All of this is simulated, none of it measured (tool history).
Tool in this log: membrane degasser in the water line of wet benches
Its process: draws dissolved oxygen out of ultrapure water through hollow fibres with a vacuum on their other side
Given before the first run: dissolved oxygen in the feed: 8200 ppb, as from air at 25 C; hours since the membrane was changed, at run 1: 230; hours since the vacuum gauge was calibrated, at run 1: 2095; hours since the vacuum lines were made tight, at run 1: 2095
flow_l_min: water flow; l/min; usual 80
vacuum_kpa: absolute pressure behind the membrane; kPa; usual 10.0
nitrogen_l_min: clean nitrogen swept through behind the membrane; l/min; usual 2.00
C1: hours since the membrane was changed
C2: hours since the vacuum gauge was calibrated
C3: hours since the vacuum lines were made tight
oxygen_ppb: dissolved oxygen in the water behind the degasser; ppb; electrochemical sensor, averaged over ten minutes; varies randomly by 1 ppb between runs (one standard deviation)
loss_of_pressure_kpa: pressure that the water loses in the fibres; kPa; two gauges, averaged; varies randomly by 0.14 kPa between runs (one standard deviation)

run 1 day=0.000 | flow_l_min=80 vacuum_kpa=10.0 nitrogen_l_min=2.00 | C1=230 C2=2095 C3=2095 | oxygen_ppb=536.2 loss_of_pressure_kpa=55.68
run 2 day=4.121 | flow_l_min=80 vacuum_kpa=10.0 nitrogen_l_min=2.00 | C1=328 C2=2194 C3=2194 | oxygen_ppb=538.9 loss_of_pressure_kpa=55.82
run 3 day=7.179 | flow_l_min=80 vacuum_kpa=10.0 nitrogen_l_min=2.00 | C1=402 C2=2267 C3=2267 | oxygen_ppb=539.4 loss_of_pressure_kpa=55.62
run 4 day=9.792 | flow_l_min=80 vacuum_kpa=10.0 nitrogen_l_min=2.00 | C1=465 C2=2330 C3=2330 | oxygen_ppb=538.4 loss_of_pressure_kpa=55.87
run 5 day=12.608 | flow_l_min=80 vacuum_kpa=12.1 nitrogen_l_min=2.00 | C1=532 C2=2398 C3=2398 | oxygen_ppb=688.9 loss_of_pressure_kpa=55.69
run 6 day=16.683 | flow_l_min=80 vacuum_kpa=10.0 nitrogen_l_min=2.19 | C1=630 C2=2495 C3=2495 | oxygen_ppb=503.9 loss_of_pressure_kpa=55.82
run 7 day=19.812 | flow_l_min=80 vacuum_kpa=10.0 nitrogen_l_min=2.19 | C1=705 C2=2571 C3=2571 | oxygen_ppb=503.7 loss_of_pressure_kpa=55.90
run 8 day=25.133 | flow_l_min=80 vacuum_kpa=10.0 nitrogen_l_min=2.19 | C1=833 C2=2698 C3=2698 | oxygen_ppb=503.1 loss_of_pressure_kpa=55.84
run 9 day=29.617 | flow_l_min=80 vacuum_kpa=10.0 nitrogen_l_min=2.19 | C1=940 C2=2806 C3=2806 | oxygen_ppb=506.6 loss_of_pressure_kpa=55.85
run 10 day=34.475 | flow_l_min=80 vacuum_kpa=10.0 nitrogen_l_min=0.95 | C1=1057 C2=2922 C3=2922 | oxygen_ppb=901.3 loss_of_pressure_kpa=56.10
-- day=34.938 vacuum gauge calibrated
run 11 day=39.567 | flow_l_min=80 vacuum_kpa=10.0 nitrogen_l_min=0.95 | C1=1179 C2=111 C3=3044 | oxygen_ppb=911.8 loss_of_pressure_kpa=55.53
run 12 day=45.346 | flow_l_min=80 vacuum_kpa=10.0 nitrogen_l_min=0.95 | C1=1317 C2=250 C3=3183 | oxygen_ppb=915.4 loss_of_pressure_kpa=55.87
-- day=47.033 vacuum gauge calibrated, once more
run 13 day=48.621 | flow_l_min=80 vacuum_kpa=10.0 nitrogen_l_min=2.00 | C1=1395 C2=38 C3=3261 | oxygen_ppb=529.5 loss_of_pressure_kpa=55.76
run 14 day=53.950 | flow_l_min=80 vacuum_kpa=10.0 nitrogen_l_min=2.00 | C1=1523 C2=166 C3=3389 | oxygen_ppb=528.3 loss_of_pressure_kpa=55.96
run 15 day=58.788 | flow_l_min=80 vacuum_kpa=6.4 nitrogen_l_min=2.00 | C1=1639 C2=282 C3=3505 | oxygen_ppb=263.8 loss_of_pressure_kpa=56.12
run 16 day=63.704 | flow_l_min=80 vacuum_kpa=6.4 nitrogen_l_min=2.00 | C1=1757 C2=400 C3=3623 | oxygen_ppb=265.0 loss_of_pressure_kpa=56.00
run 17 day=68.338 | flow_l_min=80 vacuum_kpa=6.4 nitrogen_l_min=2.00 | C1=1869 C2=511 C3=3734 | oxygen_ppb=265.2 loss_of_pressure_kpa=56.24
run 18 day=73.675 | flow_l_min=80 vacuum_kpa=6.4 nitrogen_l_min=2.00 | C1=1997 C2=639 C3=3862 | oxygen_ppb=266.4 loss_of_pressure_kpa=56.20
run 19 day=78.271 | flow_l_min=80 vacuum_kpa=17.4 nitrogen_l_min=3.06 | C1=2107 C2=750 C3=3973 | oxygen_ppb=755.3 loss_of_pressure_kpa=56.33
run 20 day=81.392 | flow_l_min=96 vacuum_kpa=10.0 nitrogen_l_min=2.00 | C1=2182 C2=825 C3=4047 | oxygen_ppb=614.7 loss_of_pressure_kpa=67.48
run 21 day=85.262 | flow_l_min=74 vacuum_kpa=6.7 nitrogen_l_min=2.59 | C1=2275 C2=917 C3=4140 | oxygen_ppb=223.6 loss_of_pressure_kpa=51.93
run 22 day=90.650 | flow_l_min=74 vacuum_kpa=6.7 nitrogen_l_min=2.59 | C1=2404 C2=1047 C3=4270 | oxygen_ppb=223.5 loss_of_pressure_kpa=52.12
run 23 day=94.146 | flow_l_min=50 vacuum_kpa=20.6 nitrogen_l_min=2.59 | C1=2488 C2=1131 C3=4354 | oxygen_ppb=705.3 loss_of_pressure_kpa=35.09
run 24 day=97.079 | flow_l_min=50 vacuum_kpa=20.6 nitrogen_l_min=2.59 | C1=2558 C2=1201 C3=4424 | oxygen_ppb=707.2 loss_of_pressure_kpa=35.07
run 25 day=102.425 | flow_l_min=63 vacuum_kpa=10.0 nitrogen_l_min=4.57 | C1=2687 C2=1329 C3=4552 | oxygen_ppb=222.4 loss_of_pressure_kpa=44.69
run 26 day=106.288 | flow_l_min=68 vacuum_kpa=14.9 nitrogen_l_min=2.93 | C1=2779 C2=1422 C3=4645 | oxygen_ppb=574.4 loss_of_pressure_kpa=47.97
run 27 day=109.879 | flow_l_min=80 vacuum_kpa=15.7 nitrogen_l_min=2.00 | C1=2866 C2=1508 C3=4731 | oxygen_ppb=930.9 loss_of_pressure_kpa=56.30
run 28 day=114.483 | flow_l_min=95 vacuum_kpa=6.8 nitrogen_l_min=3.60 | C1=2976 C2=1619 C3=4842 | oxygen_ppb=224.7 loss_of_pressure_kpa=66.79
run 29 day=117.625 | flow_l_min=80 vacuum_kpa=8.3 nitrogen_l_min=2.00 | C1=3052 C2=1694 C3=4917 | oxygen_ppb=416.4 loss_of_pressure_kpa=56.23
-- day=121.562 seals of the vacuum lines changed
run 30 day=122.217 | flow_l_min=80 vacuum_kpa=8.3 nitrogen_l_min=2.00 | C1=3160 C2=1802 C3=16 | oxygen_ppb=416.1 loss_of_pressure_kpa=56.44
run 31 day=126.258 | flow_l_min=64 vacuum_kpa=20.2 nitrogen_l_min=0.84 | C1=3257 C2=1899 C3=113 | oxygen_ppb=1854.6 loss_of_pressure_kpa=45.20
run 32 day=131.029 | flow_l_min=63 vacuum_kpa=24.9 nitrogen_l_min=1.48 | C1=3371 C2=2014 C3=227 | oxygen_ppb=1557.1 loss_of_pressure_kpa=44.65

Consider 4 possible next runs. They are alternatives, not a sequence: every one starts from the tool as it was left by run 32. What does each give?
run A day=135.721 | flow_l_min=72 vacuum_kpa=6.3 nitrogen_l_min=1.80 | C1=3484 C2=2127 C3=340 | oxygen_ppb=? loss_of_pressure_kpa=?
run B day=135.721 | flow_l_min=82 vacuum_kpa=24.9 nitrogen_l_min=5.24 | C1=3484 C2=2127 C3=340 | oxygen_ppb=? loss_of_pressure_kpa=?
run C day=135.721 | flow_l_min=88 vacuum_kpa=24.9 nitrogen_l_min=1.48 | C1=3484 C2=2127 C3=340 | oxygen_ppb=? loss_of_pressure_kpa=?
run D day=135.721 | flow_l_min=80 vacuum_kpa=24.2 nitrogen_l_min=2.00 | C1=3484 C2=2127 C3=340 | oxygen_ppb=? loss_of_pressure_kpa=?

run=A oxygen_ppb=266.0 loss_of_pressure_kpa=51.07
run=B oxygen_ppb=730.5 loss_of_pressure_kpa=57.91
run=C oxygen_ppb=1951.0 loss_of_pressure_kpa=62.14
run=D oxygen_ppb=1458.5 loss_of_pressure_kpa=56.51
The same runs, with their run-to-run variation unchanged, on a tool lacking any hidden condition would have given:
run=A oxygen_ppb=251.2 loss_of_pressure_kpa=50.21
run=B oxygen_ppb=723.8 loss_of_pressure_kpa=56.93
run=C oxygen_ppb=1937.2 loss_of_pressure_kpa=61.09
run=D oxygen_ppb=1447.0 loss_of_pressure_kpa=55.55
